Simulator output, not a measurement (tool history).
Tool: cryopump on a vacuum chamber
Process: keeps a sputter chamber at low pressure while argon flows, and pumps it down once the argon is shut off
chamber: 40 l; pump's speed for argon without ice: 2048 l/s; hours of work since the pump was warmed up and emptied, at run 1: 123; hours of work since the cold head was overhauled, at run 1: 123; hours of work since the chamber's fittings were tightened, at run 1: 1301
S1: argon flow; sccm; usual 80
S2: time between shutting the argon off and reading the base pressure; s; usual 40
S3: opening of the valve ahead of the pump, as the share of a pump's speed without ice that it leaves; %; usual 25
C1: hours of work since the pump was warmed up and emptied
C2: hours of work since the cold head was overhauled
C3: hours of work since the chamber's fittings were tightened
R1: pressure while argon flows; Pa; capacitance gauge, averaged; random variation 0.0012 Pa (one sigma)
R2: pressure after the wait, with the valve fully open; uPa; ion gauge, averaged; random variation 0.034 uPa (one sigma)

run    hour   S1   S2  S3   C1    C2    C3      R1    R2
  1       0   80   40  25  123   123  1301  0.2661  2.49
  2    59.9   80   40  44  170   170  1348  0.1526  2.63
       93.1  -- leaking fittings of the chamber tightened, without venting
  3   130.3   80   40  44  223   223    29  0.1542  1.92
  4   184.5   80   27  44  265   265    71  0.1549  2.73
  5   276.4   80   27  44  337   337   143  0.1546  2.71
  6   344.4   80   27  44  390   390   196  0.1567  2.75
  7   425.8   80   90  25  454   454   260  0.2706  1.09
  8   481.9   80   90  25  498   498   304  0.2713   1.1
  9   573.3   80   90  25  569   569   375  0.2698  1.15
 10   640.6   80   90  25  622   622   428  0.2736  1.16
 11   714.5   80   90  25  680   680   485  0.2731  1.22
 12   764.5   80   75  25  719   719   524   0.275  1.37
 13   818.1   80  114  25  760   760   566   0.274  1.14
 14   886.4   80  114  25  814   814   620   0.275  1.13
 15   951.9   80  114  15  865   865   671  0.4496  1.17
 16  1024.3   80  114  15  922   922   727  0.4514  1.23
     1059.1  -- pump warmed up, emptied and cooled again
 17  1076.6   74   40  25   14   958   764  0.2457  2.27
 18  1142.3   74   40  25   65  1010   816   0.246   2.2
 19  1228.2   64  195  48  132  1077   883   0.113  0.98
 20  1318.9  118  215  25  203  1148   954  0.3953  0.97
 21  1375.4  118  215  25  247  1192   998  0.3965     1
 22  1466.1  118  215  25  318  1263  1069  0.3964  1.02
 23  1517.9   49   40  25  358  1303  1109   0.164  2.46
 24  1607.6   49   40  25  428  1373  1179  0.1674  2.53
 25  1664.3  132  127  19  473  1418  1223  0.5856  1.33

The next listed run, before its measurement:
 26  1714.4  124  287  25  512  1457  1263   ?   ?

R1: 0.424 Pa
R2: 1.09 uPa
Without the tool's hidden state the same run would have given R1 0.4114 Pa, R2 0.38 uPa.
